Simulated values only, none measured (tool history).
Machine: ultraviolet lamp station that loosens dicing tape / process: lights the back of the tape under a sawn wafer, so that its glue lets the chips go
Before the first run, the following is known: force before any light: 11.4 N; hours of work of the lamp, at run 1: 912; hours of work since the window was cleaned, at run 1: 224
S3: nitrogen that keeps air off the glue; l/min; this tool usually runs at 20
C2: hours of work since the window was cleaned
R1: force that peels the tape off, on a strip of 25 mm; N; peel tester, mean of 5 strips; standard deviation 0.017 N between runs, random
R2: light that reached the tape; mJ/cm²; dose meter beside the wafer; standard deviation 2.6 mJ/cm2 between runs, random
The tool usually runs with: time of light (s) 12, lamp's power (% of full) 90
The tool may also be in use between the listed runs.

Run 1, day 0.000: usual settings; hours of work of the lamp 912; C2 224. Result: R1 0.857 N, R2 343 mJ/cm².
Run 2, day 2.842: usual settings but lamp's power (% of full) 68; hours of work of the lamp 943; C2 256. Result: R1 1.510 N, R2 257 mJ/cm².
Run 3, day 5.538: usual settings; hours of work of the lamp 973; C2 286. Result: R1 0.811 N, R2 339 mJ/cm².
Run 4, day 8.562: usual settings; hours of work of the lamp 1007; C2 319. Result: R1 0.822 N, R2 340 mJ/cm².
Run 5, day 10.138: usual settings; hours of work of the lamp 1024; C2 337. Result: R1 0.825 N, R2 342 mJ/cm².
At day 12.250: window cleaned of glue's vapour.
Run 6, day 13.150: usual settings; hours of work of the lamp 1057; C2 10. Result: R1 0.814 N, R2 336 mJ/cm².
Run 7, day 16.008: usual settings; hours of work of the lamp 1089; C2 42. Result: R1 0.840 N, R2 339 mJ/cm².
Run 8, day 18.554: usual settings; hours of work of the lamp 1117; C2 70. Result: R1 0.823 N, R2 340 mJ/cm².
Run 9, day 21.392: usual settings; hours of work of the lamp 1148; C2 101. Result: R1 0.841 N, R2 343 mJ/cm².
Run 10, day 23.975: usual settings; hours of work of the lamp 1177; C2 130. Result: R1 0.833 N, R2 343 mJ/cm².
Run 11, day 26.254: usual settings; hours of work of the lamp 1202; C2 155. Result: R1 0.846 N, R2 340 mJ/cm².
Run 12, day 27.983: usual settings but S3 33 l/min; hours of work of the lamp 1221; C2 174. Result: R1 0.596 N, R2 342 mJ/cm².
Run 13, day 29.671: usual settings but S3 29 l/min; hours of work of the lamp 1240; C2 193. Result: R1 0.647 N, R2 342 mJ/cm².
Run 14, day 33.192: usual settings but S3 29 l/min; hours of work of the lamp 1279; C2 232. Result: R1 0.666 N, R2 337 mJ/cm².
Run 15, day 35.896: usual settings but time of light (s) 19, lamp's power (% of full) 93; hours of work of the lamp 1309; C2 261. Result: R1 0.262 N, R2 561 mJ/cm².
Run 16, day 38.067: usual settings but lamp's power (% of full) 72; hours of work of the lamp 1333; C2 285. Result: R1 1.315 N, R2 269 mJ/cm².
Run 17, day 40.696: usual settings but lamp's power (% of full) 72, S3 37 l/min; hours of work of the lamp 1362; C2 315. Result: R1 0.937 N, R2 275 mJ/cm².
Run 18, day 43.525: usual settings but time of light (s) 11, S3 18 l/min; hours of work of the lamp 1393; C2 346. Result: R1 1.101 N, R2 314 mJ/cm².
At day 44.862: window cleaned of glue's vapour.
Run 19, day 46.621: usual settings but time of light (s) 11, S3 18 l/min; hours of work of the lamp 1427; C2 19. Result: R1 1.076 N, R2 312 mJ/cm².
Run 20, day 50.008: usual settings but time of light (s) 11, lamp's power (% of full) 65, S3 18 l/min; hours of work of the lamp 1465; C2 57. Result: R1 2.038 N, R2 229 mJ/cm².
Run 21, day 52.462: usual settings but time of light (s) 21, lamp's power (% of full) 86, S3 9 l/min; hours of work of the lamp 1492; C2 84. Result: R1 0.467 N, R2 568 mJ/cm².
Run 22, day 54.496: usual settings but lamp's power (% of full) 71, S3 7 l/min; hours of work of the lamp 1514; C2 106. Result: R1 2.570 N, R2 266 mJ/cm².
Run 23, day 57.792: usual settings but time of light (s) 18, lamp's power (% of full) 71, S3 7 l/min; hours of work of the lamp 1551; C2 143. Result: R1 1.219 N, R2 402 mJ/cm².

Predict each of these 4 candidate next runs independently; none follows another, all start after run 23:
Run A, day 61.242: usual settings but time of light (s) 21, S3 13 l/min; hours of work of the lamp 1589; C2 181. Result: R1 ?, R2 ?.
Run B, day 61.242: usual settings but S3 9 l/min; hours of work of the lamp 1589; C2 181. Result: R1 ?, R2 ?.
Run C, day 61.242: usual settings but lamp's power (% of full) 75; hours of work of the lamp 1589; C2 181. Result: R1 ?, R2 ?.
Run D, day 61.242: usual settings but time of light (s) 8, lamp's power (% of full) 68, S3 18 l/min; hours of work of the lamp 1589; C2 181. Result: R1 ?, R2 ?.

run     R1   R2
  A  0.301  594
  B  1.539  342
  C  1.251  287
  D  2.977  174
With the hidden condition removed and each run's random variation left untouched, the same runs would have given:
run     R1   R2
  A  0.300  596
  B  1.532  343
  C  1.246  287
  D  2.968  174
